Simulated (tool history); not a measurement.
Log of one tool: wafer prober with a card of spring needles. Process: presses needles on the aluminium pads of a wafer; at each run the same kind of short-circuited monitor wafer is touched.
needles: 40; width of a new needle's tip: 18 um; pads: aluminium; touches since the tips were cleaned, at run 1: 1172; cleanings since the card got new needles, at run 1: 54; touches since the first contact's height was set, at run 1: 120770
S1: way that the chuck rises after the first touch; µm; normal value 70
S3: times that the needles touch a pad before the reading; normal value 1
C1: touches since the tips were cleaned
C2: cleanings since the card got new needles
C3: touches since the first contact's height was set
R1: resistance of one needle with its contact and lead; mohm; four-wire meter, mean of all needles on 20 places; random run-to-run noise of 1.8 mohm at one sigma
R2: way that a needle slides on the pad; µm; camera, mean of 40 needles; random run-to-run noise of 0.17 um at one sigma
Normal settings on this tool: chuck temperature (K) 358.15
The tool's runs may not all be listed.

run 1 day=0.000 | S1=70 chuck_temperature_(K)=358.15 S3=1 | C1=1172 C2=54 C3=120770 | R1=239 R2=16.19
-- day=0.062 tips cleaned on abrasive film
-- day=0.217 tips cleaned on abrasive film
-- day=0.342 tips cleaned on abrasive film
run 2 day=0.371 | S1=70 chuck_temperature_(K)=307.15 S3=1 | C1=421 C2=57 C3=126314 | R1=204 R2=15.83
-- day=0.496 tips cleaned on abrasive film
-- day=0.621 tips cleaned on abrasive film
-- day=0.775 tips cleaned on abrasive film
-- day=0.896 tips cleaned on abrasive film
run 3 day=0.979 | S1=70 chuck_temperature_(K)=307.15 S3=1 | C1=1246 C2=61 C3=135475 | R1=233 R2=15.73
-- day=1.042 tips cleaned on abrasive film
-- day=1.196 tips cleaned on abrasive film
run 4 day=1.296 | S1=70 chuck_temperature_(K)=307.15 S3=1 | C1=1569 C2=63 C3=140303 | R1=250 R2=15.62
-- day=1.333 tips cleaned on abrasive film
-- day=1.488 tips cleaned on abrasive film
-- day=1.642 tips cleaned on abrasive film
-- day=1.796 tips cleaned on abrasive film
run 5 day=1.825 | S1=70 chuck_temperature_(K)=307.15 S3=1 | C1=477 C2=67 C3=148230 | R1=220 R2=15.58
-- day=1.921 tips cleaned on abrasive film
-- day=2.075 tips cleaned on abrasive film
-- day=2.200 tips cleaned on abrasive film
-- day=2.354 tips cleaned on abrasive film
run 6 day=2.429 | S1=70 chuck_temperature_(K)=307.15 S3=1 | C1=1167 C2=71 C3=157302 | R1=243 R2=15.65
-- day=2.492 tips cleaned on abrasive film
-- day=2.617 tips cleaned on abrasive film
-- day=2.771 tips cleaned on abrasive film
-- day=2.896 tips cleaned on abrasive film
run 7 day=2.904 | S1=70 chuck_temperature_(K)=358.15 S3=1 | C1=170 C2=75 C3=164456 | R1=210 R2=15.50
-- day=3.029 tips cleaned on abrasive film
-- day=3.183 tips cleaned on abrasive film
-- day=3.308 tips cleaned on abrasive film
-- day=3.462 tips cleaned on abrasive film
run 8 day=3.504 | S1=70 chuck_temperature_(K)=358.15 S3=1 | C1=618 C2=79 C3=173455 | R1=229 R2=15.37
-- day=3.596 tips cleaned on abrasive film
-- day=3.721 tips cleaned on abrasive film
-- day=3.875 tips cleaned on abrasive film
-- day=4.029 tips cleaned on abrasive film
run 9 day=4.029 | S1=70 chuck_temperature_(K)=358.15 S3=2 | C1=0 C2=83 C3=181321 | R1=202 R2=15.25
-- day=4.183 tips cleaned on abrasive film
-- day=4.338 tips cleaned on abrasive film
-- day=4.492 tips cleaned on abrasive film
-- day=4.646 tips cleaned on abrasive film
run 10 day=4.679 | S1=70 chuck_temperature_(K)=358.15 S3=2 | C1=546 C2=87 C3=191177 | R1=218 R2=15.31
-- day=4.775 tips cleaned on abrasive film
-- day=4.929 tips cleaned on abrasive film
-- day=5.083 tips cleaned on abrasive film
-- day=5.238 tips cleaned on abrasive film
run 11 day=5.246 | S1=70 chuck_temperature_(K)=358.15 S3=2 | C1=108 C2=91 C3=199668 | R1=203 R2=15.33
-- day=5.367 tips cleaned on abrasive film
-- day=5.525 tips cleaned on abrasive film
-- day=5.679 tips cleaned on abrasive film
-- day=5.833 tips cleaned on abrasive film
run 12 day=5.862 | S1=70 chuck_temperature_(K)=358.15 S3=2 | C1=485 C2=95 C3=208997 | R1=211 R2=14.77
-- day=5.958 tips cleaned on abrasive film
-- day=6.112 tips cleaned on abrasive film
-- day=6.267 tips cleaned on abrasive film
run 13 day=6.296 | S1=70 chuck_temperature_(K)=358.15 S3=2 | C1=449 C2=98 C3=215497 | R1=212 R2=14.72
-- day=6.421 tips cleaned on abrasive film
-- day=6.542 tips cleaned on abrasive film
-- day=6.700 tips cleaned on abrasive film
-- day=6.854 tips cleaned on abrasive film
run 14 day=6.854 | S1=70 chuck_temperature_(K)=368.15 S3=2 | C1=31 C2=102 C3=223907 | R1=203 R2=14.78
-- day=6.979 tips cleaned on abrasive film
-- day=7.133 tips cleaned on abrasive film
-- day=7.258 tips cleaned on abrasive film
-- day=7.412 tips cleaned on abrasive film
-- day=7.567 tips cleaned on abrasive film
run 15 day=7.592 | S1=70 chuck_temperature_(K)=368.15 S3=2 | C1=371 C2=107 C3=234982 | R1=215 R2=14.55
-- day=7.712 tips cleaned on abrasive film
-- day=7.867 tips cleaned on abrasive film
-- day=8.017 tips cleaned on abrasive film
run 16 day=8.017 | S1=70 chuck_temperature_(K)=361.15 S3=2 | C1=0 C2=110 C3=241382 | R1=206 R2=14.31

The next listed run, before its measurement:
-- day=8.171 tips cleaned on abrasive film
-- day=8.304 height of the first contact set anew
-- day=8.338 tips cleaned on abrasive film
-- day=8.492 tips cleaned on abrasive film
-- day=8.629 tips cleaned on abrasive film
run 17 day=8.629 | S1=70 chuck_temperature_(K)=361.15 S3=2 | C1=0 C2=114 C3=4901 | R1=? R2=?

R1: 199 mohm
R2: 17.41 µm
Without the tool's hidden state the same run would have given R1 191 mohm, R2 17.49 µm.

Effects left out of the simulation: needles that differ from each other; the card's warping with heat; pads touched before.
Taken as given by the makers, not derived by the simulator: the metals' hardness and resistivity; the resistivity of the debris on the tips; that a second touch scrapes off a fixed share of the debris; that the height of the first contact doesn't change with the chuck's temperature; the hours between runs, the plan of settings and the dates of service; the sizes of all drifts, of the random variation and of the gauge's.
